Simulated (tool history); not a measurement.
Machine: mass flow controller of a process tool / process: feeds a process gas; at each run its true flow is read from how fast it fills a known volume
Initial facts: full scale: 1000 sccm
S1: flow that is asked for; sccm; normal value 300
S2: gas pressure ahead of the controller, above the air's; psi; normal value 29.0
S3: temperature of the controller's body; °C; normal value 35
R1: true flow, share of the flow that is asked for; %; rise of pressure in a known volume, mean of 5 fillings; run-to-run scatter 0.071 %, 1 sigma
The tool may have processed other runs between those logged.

run 1 hour=0.0 | S1=300 S2=29.0 S3=35 | R1=101.38
run 2 hour=72.9 | S1=300 S2=29.0 S3=35 | R1=101.54
run 3 hour=210.9 | S1=300 S2=29.0 S3=35 | R1=101.53
run 4 hour=334.3 | S1=300 S2=29.0 S3=35 | R1=101.54
run 5 hour=442.5 | S1=300 S2=29.0 S3=35 | R1=101.66
run 6 hour=565.3 | S1=300 S2=29.0 S3=35 | R1=101.73
run 7 hour=643.9 | S1=300 S2=29.0 S3=32 | R1=101.56
run 8 hour=760.8 | S1=300 S2=29.0 S3=40 | R1=102.05
run 9 hour=885.2 | S1=300 S2=29.0 S3=33 | R1=101.91
run 10 hour=960.2 | S1=300 S2=29.0 S3=33 | R1=101.79
run 11 hour=1077.9 | S1=300 S2=29.0 S3=33 | R1=101.86
run 12 hour=1158.6 | S1=300 S2=29.0 S3=33 | R1=101.82
run 13 hour=1238.9 | S1=300 S2=21.0 S3=33 | R1=101.88
run 14 hour=1372.4 | S1=300 S2=21.0 S3=33 | R1=102.17
run 15 hour=1448.3 | S1=300 S2=21.0 S3=33 | R1=102.11
run 16 hour=1528.8 | S1=300 S2=21.0 S3=33 | R1=102.07
run 17 hour=1646.9 | S1=300 S2=21.0 S3=33 | R1=102.14
run 18 hour=1786.0 | S1=300 S2=27.4 S3=33 | R1=102.14
run 19 hour=1868.6 | S1=300 S2=27.4 S3=33 | R1=102.16
run 20 hour=2008.0 | S1=300 S2=27.4 S3=33 | R1=102.37
run 21 hour=2116.7 | S1=300 S2=29.0 S3=35 | R1=102.30
run 22 hour=2192.6 | S1=181 S2=29.0 S3=35 | R1=103.44
run 23 hour=2313.3 | S1=300 S2=29.0 S3=35 | R1=102.50
run 24 hour=2434.6 | S1=300 S2=29.0 S3=25 | R1=101.86
run 25 hour=2550.0 | S1=300 S2=23.9 S3=34 | R1=102.51
run 26 hour=2637.6 | S1=300 S2=23.9 S3=34 | R1=102.63
run 27 hour=2722.0 | S1=141 S2=39.2 S3=21 | R1=103.87
run 28 hour=2790.7 | S1=141 S2=39.2 S3=21 | R1=103.79
run 29 hour=2932.9 | S1=208 S2=32.2 S3=22 | R1=102.78
-- hour=2946.4 controller's zero set anew
run 30 hour=3064.7 | S1=208 S2=32.2 S3=22 | R1=104.34
run 31 hour=3131.6 | S1=106 S2=22.8 S3=23 | R1=108.89
run 32 hour=3228.6 | S1=106 S2=22.8 S3=23 | R1=109.04
run 33 hour=3291.3 | S1=300 S2=29.0 S3=37 | R1=103.96
run 34 hour=3350.1 | S1=497 S2=20.7 S3=23 | R1=102.56
run 35 hour=3429.0 | S1=135 S2=29.0 S3=35 | R1=107.77
run 36 hour=3536.1 | S1=175 S2=29.0 S3=35 | R1=106.32
-- hour=3549.8 controller's zero set anew, once more
run 37 hour=3598.4 | S1=175 S2=29.0 S3=35 | R1=100.72
run 38 hour=3702.9 | S1=980 S2=21.6 S3=22 | R1=101.29
run 39 hour=3760.2 | S1=605 S2=40.3 S3=21 | R1=100.38
run 40 hour=3859.0 | S1=722 S2=39.0 S3=35 | R1=101.42
run 41 hour=3978.0 | S1=907 S2=39.0 S3=35 | R1=101.42
run 42 hour=4106.0 | S1=250 S2=38.9 S3=23 | R1=100.36
run 43 hour=4244.0 | S1=325 S2=36.4 S3=23 | R1=100.37
run 44 hour=4367.6 | S1=325 S2=36.4 S3=23 | R1=100.40
run 45 hour=4446.5 | S1=784 S2=21.5 S3=24 | R1=101.21
run 46 hour=4576.9 | S1=784 S2=21.5 S3=24 | R1=101.24
run 47 hour=4637.3 | S1=784 S2=21.5 S3=24 | R1=101.28

Below are 4 alternative next runs, each starting from the tool's condition after run 47. Predict each:
run A hour=4694.5 | S1=308 S2=38.1 S3=24 | R1=?
run B hour=4694.5 | S1=452 S2=29.0 S3=35 | R1=?
run C hour=4694.5 | S1=173 S2=24.2 S3=21 | R1=?
run D hour=4694.5 | S1=300 S2=24.9 S3=22 | R1=?

run=A R1=100.60
run=B R1=101.35
run=C R1=100.80
run=D R1=100.62
With the hidden condition removed and each run's random variation left untouched, the same runs would have given:
run=A R1=98.81
run=B R1=99.69
run=C R1=98.72
run=D R1=98.82

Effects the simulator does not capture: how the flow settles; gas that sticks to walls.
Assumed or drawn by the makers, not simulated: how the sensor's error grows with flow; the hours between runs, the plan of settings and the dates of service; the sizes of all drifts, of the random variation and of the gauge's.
